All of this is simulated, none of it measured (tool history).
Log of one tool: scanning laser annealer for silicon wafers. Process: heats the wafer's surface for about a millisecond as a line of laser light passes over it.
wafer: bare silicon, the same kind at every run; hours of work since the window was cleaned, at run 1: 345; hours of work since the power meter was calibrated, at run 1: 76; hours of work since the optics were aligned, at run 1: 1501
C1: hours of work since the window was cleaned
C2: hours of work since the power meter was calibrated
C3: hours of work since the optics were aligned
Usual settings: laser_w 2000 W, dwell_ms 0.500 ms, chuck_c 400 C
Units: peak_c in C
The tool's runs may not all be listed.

run 1 day=0.000 | laser_w=2000 dwell_ms=0.500 chuck_c=400 | C1=345 C2=76 C3=1501 | peak_c=1224
run 2 day=0.467 | laser_w=2000 dwell_ms=0.500 chuck_c=400 | C1=354 C2=84 C3=1510 | peak_c=1225
run 3 day=0.996 | laser_w=2000 dwell_ms=0.500 chuck_c=400 | C1=364 C2=94 C3=1520 | peak_c=1226
run 4 day=1.521 | laser_w=2000 dwell_ms=0.500 chuck_c=400 | C1=373 C2=104 C3=1529 | peak_c=1224
run 5 day=1.883 | laser_w=1874 dwell_ms=0.500 chuck_c=400 | C1=380 C2=111 C3=1536 | peak_c=1160
run 6 day=2.308 | laser_w=1874 dwell_ms=0.500 chuck_c=400 | C1=388 C2=119 C3=1544 | peak_c=1159
run 7 day=3.083 | laser_w=1874 dwell_ms=0.500 chuck_c=400 | C1=403 C2=133 C3=1559 | peak_c=1157
run 8 day=3.492 | laser_w=2109 dwell_ms=0.500 chuck_c=400 | C1=410 C2=141 C3=1566 | peak_c=1282
run 9 day=4.042 | laser_w=1994 dwell_ms=0.500 chuck_c=400 | C1=420 C2=151 C3=1576 | peak_c=1224

The next listed run, before its measurement:
run 10 day=4.754 | laser_w=1936 dwell_ms=0.393 chuck_c=362 | C1=434 C2=164 C3=1590 | peak_c=?

peak_c: 1049 C
Without the tool's hidden state the same run would have given peak_c 1049 C.

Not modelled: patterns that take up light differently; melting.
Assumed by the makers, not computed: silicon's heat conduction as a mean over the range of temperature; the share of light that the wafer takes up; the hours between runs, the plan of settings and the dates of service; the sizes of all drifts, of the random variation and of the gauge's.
